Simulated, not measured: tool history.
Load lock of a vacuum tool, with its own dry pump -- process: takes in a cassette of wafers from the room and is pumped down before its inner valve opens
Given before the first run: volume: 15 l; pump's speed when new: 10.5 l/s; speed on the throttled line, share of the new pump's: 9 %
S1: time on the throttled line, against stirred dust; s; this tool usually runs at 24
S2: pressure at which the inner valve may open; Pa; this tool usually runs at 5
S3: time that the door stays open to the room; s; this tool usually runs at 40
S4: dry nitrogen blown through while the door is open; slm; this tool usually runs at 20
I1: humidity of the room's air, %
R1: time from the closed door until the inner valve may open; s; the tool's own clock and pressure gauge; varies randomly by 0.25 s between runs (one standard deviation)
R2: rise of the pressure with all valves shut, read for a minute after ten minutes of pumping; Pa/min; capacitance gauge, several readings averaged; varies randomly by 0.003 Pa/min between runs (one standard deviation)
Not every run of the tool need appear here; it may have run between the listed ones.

{"run": 1, "day": 0.0, "S1": 24, "S2": 5, "S3": 40, "S4": 20, "I1": 44.8, "R1": 36.8, "R2": 0.057}
{"run": 2, "day": 7.367, "S1": 24, "S2": 5, "S3": 40, "S4": 20, "I1": 47.9, "R1": 36.1, "R2": 0.058}
{"run": 3, "day": 19.929, "S1": 24, "S2": 5, "S3": 40, "S4": 20, "I1": 46.2, "R1": 36.4, "R2": 0.058}
{"run": 4, "day": 27.196, "S1": 24, "S2": 5, "S3": 210, "S4": 20, "I1": 43.5, "R1": 36.3, "R2": 0.12}
{"run": 5, "day": 42.004, "S1": 24, "S2": 5, "S3": 40, "S4": 20, "I1": 45.1, "R1": 36.1, "R2": 0.053}
{"run": 6, "day": 48.492, "S1": 24, "S2": 5, "S3": 40, "S4": 20, "I1": 43.0, "R1": 36.3, "R2": 0.05}
{"run": 7, "day": 63.554, "S1": 24, "S2": 5, "S3": 40, "S4": 20, "I1": 46.0, "R1": 36.2, "R2": 0.054}
{"run": 8, "day": 71.758, "S1": 24, "S2": 5, "S3": 40, "S4": 20, "I1": 43.8, "R1": 36.6, "R2": 0.059}
{"run": 9, "day": 77.875, "S1": 24, "S2": 5, "S3": 40, "S4": 20, "I1": 44.8, "R1": 36.7, "R2": 0.052}
{"run": 10, "day": 90.617, "S1": 24, "S2": 5, "S3": 40, "S4": 6, "I1": 44.9, "R1": 36.1, "R2": 0.067}
{"day": 95.754, "done": "dry pump taken out, an overhauled one fitted"}
{"run": 11, "day": 102.504, "S1": 24, "S2": 5, "S3": 40, "S4": 6, "I1": 41.8, "R1": 36.1, "R2": 0.065}
{"run": 12, "day": 111.517, "S1": 24, "S2": 5, "S3": 40, "S4": 6, "I1": 41.6, "R1": 36.0, "R2": 0.064}
{"run": 13, "day": 120.446, "S1": 24, "S2": 5, "S3": 40, "S4": 10, "I1": 45.0, "R1": 36.3, "R2": 0.065}
{"run": 14, "day": 131.546, "S1": 24, "S2": 5, "S3": 40, "S4": 5, "I1": 44.5, "R1": 36.0, "R2": 0.068}
{"run": 15, "day": 138.458, "S1": 24, "S2": 5, "S3": 40, "S4": 5, "I1": 44.6, "R1": 36.1, "R2": 0.073}
{"run": 16, "day": 148.312, "S1": 24, "S2": 5, "S3": 40, "S4": 5, "I1": 46.9, "R1": 36.6, "R2": 0.077}
{"run": 17, "day": 155.617, "S1": 24, "S2": 5, "S3": 40, "S4": 5, "I1": 46.1, "R1": 36.0, "R2": 0.075}
{"run": 18, "day": 162.0, "S1": 24, "S2": 5, "S3": 40, "S4": 5, "I1": 46.7, "R1": 36.1, "R2": 0.074}
{"day": 168.317, "done": "door's seal changed, seat wiped"}
{"run": 19, "day": 168.317, "S1": 24, "S2": 8, "S3": 40, "S4": 20, "I1": 45.8, "R1": 35.8, "R2": 0.059}
{"run": 20, "day": 179.662, "S1": 24, "S2": 8, "S3": 40, "S4": 20, "I1": 46.5, "R1": 35.5, "R2": 0.06}
{"run": 21, "day": 186.9, "S1": 24, "S2": 4, "S3": 40, "S4": 6, "I1": 44.3, "R1": 36.5, "R2": 0.065}
{"run": 22, "day": 201.508, "S1": 14, "S2": 6, "S3": 60, "S4": 20, "I1": 47.7, "R1": 26.9, "R2": 0.064}
{"run": 23, "day": 213.762, "S1": 14, "S2": 6, "S3": 60, "S4": 20, "I1": 47.4, "R1": 26.7, "R2": 0.068}
{"run": 24, "day": 225.225, "S1": 14, "S2": 6, "S3": 60, "S4": 20, "I1": 45.8, "R1": 26.9, "R2": 0.07}
{"run": 25, "day": 240.038, "S1": 14, "S2": 5, "S3": 60, "S4": 20, "I1": 42.5, "R1": 27.3, "R2": 0.06}
{"run": 26, "day": 252.962, "S1": 14, "S2": 5, "S3": 60, "S4": 18, "I1": 44.9, "R1": 26.7, "R2": 0.069}
{"run": 27, "day": 264.183, "S1": 14, "S2": 5, "S3": 75, "S4": 13, "I1": 43.6, "R1": 26.9, "R2": 0.08}
{"run": 28, "day": 270.992, "S1": 20, "S2": 6, "S3": 187, "S4": 7, "I1": 45.5, "R1": 32.1, "R2": 0.149}
{"run": 29, "day": 279.946, "S1": 20, "S2": 10, "S3": 187, "S4": 7, "I1": 46.9, "R1": 31.4, "R2": 0.148}
{"run": 30, "day": 295.017, "S1": 23, "S2": 9, "S3": 40, "S4": 20, "I1": 47.4, "R1": 34.6, "R2": 0.057}
{"run": 31, "day": 304.804, "S1": 24, "S2": 4, "S3": 49, "S4": 20, "I1": 46.0, "R1": 36.9, "R2": 0.063}
{"run": 32, "day": 312.154, "S1": 24, "S2": 4, "S3": 49, "S4": 20, "I1": 45.2, "R1": 36.5, "R2": 0.054}
{"run": 33, "day": 324.788, "S1": 24, "S2": 5, "S3": 53, "S4": 5, "I1": 42.9, "R1": 36.5, "R2": 0.073}
{"run": 34, "day": 336.533, "S1": 24, "S2": 5, "S3": 53, "S4": 5, "I1": 44.2, "R1": 36.2, "R2": 0.079}
{"run": 35, "day": 346.592, "S1": 24, "S2": 5, "S3": 53, "S4": 31, "I1": 43.4, "R1": 36.6, "R2": 0.055}
{"run": 36, "day": 356.267, "S1": 24, "S2": 5, "S3": 53, "S4": 31, "I1": 45.0, "R1": 36.1, "R2": 0.052}

Forecast run 37:
{"run": 37, "day": 367.638, "S1": 23, "S2": 7, "S3": 40, "S4": 20, "I1": 46.7, "R1": "?", "R2": "?"}

Logged for run 37: R1 34.8 s, R2 0.062 Pa/min.
Were there no unlogged condition in the tool, this run, its random variation unchanged, would have produced R1 34.8 s, R2 0.061 Pa/min.
